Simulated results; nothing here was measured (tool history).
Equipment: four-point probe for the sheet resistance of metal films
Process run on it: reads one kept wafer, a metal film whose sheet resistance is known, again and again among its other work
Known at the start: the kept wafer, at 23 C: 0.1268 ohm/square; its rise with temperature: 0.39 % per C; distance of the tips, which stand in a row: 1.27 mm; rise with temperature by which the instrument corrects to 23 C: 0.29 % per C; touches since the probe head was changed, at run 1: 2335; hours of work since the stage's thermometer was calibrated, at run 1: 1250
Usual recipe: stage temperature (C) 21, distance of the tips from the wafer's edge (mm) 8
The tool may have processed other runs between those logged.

run	hour	stage temperature (C)	distance of the tips from the wafer's edge (mm)	touches since the probe head was changed	hours of work since the stage's thermometer was calibrated	sheet resistance as the instrument gives it (ohm/square)
1	0	21	8	2335	1250	0.128252
2	105.1	21	8	4777	1317	0.128245
3	198.2	21	9	6939	1376	0.127872
4	280.9	21	8	8859	1428	0.128261
5	366.2	21	8	10840	1482	0.128233
6	446.3	30	8	12702	1533	0.129319
7	562.9	23	8	15411	1607	0.128494
8	625.6	23	8	16866	1647	0.128487
9	689.5	23	8	18351	1688	0.128497
10	795.8	23	8	20820	1755	0.12849
11	859.2	21	52	22293	1795	0.126576
12	931.7	21	52	23977	1841	0.126563
# hour 988.5: stage's thermometer calibrated
13	1013.7	21	22	25872	16	0.126732
14	1114.6	21	9	28213	80	0.127839
15	1186.2	21	21	29879	125	0.126833
16	1286.3	21	21	32202	189	0.126805
17	1397.5	23	4	34786	260	0.133267
18	1452.3	23	4	36059	294	0.133269
19	1579	23	4	39002	375	0.133272
20	1679.5	19	5	41337	438	0.130533
21	1746.4	19	38	42891	481	0.12642
22	1823.7	19	38	44686	530	0.126339
23	1906.7	19	38	46613	583	0.126365
24	1982.8	22	17	48382	631	0.127059
25	2081	32	7	50662	693	0.130102
26	2169.2	21	13	52712	749	0.127168
27	2230	30	16	54123	788	0.128049
28	2317.4	30	16	56155	843	0.128032
29	2443.9	29	5	59092	923	0.131797
30	2573.4	22	20	62100	1006	0.126938

Hidden condition of the tool, last listed run before each entry between runs versus first listed run after:
Runs 12 to 13: stage's thermometer calibrated (hour 988.5)
  wafer's true temperature over the reading, C: -0.01 -> 0

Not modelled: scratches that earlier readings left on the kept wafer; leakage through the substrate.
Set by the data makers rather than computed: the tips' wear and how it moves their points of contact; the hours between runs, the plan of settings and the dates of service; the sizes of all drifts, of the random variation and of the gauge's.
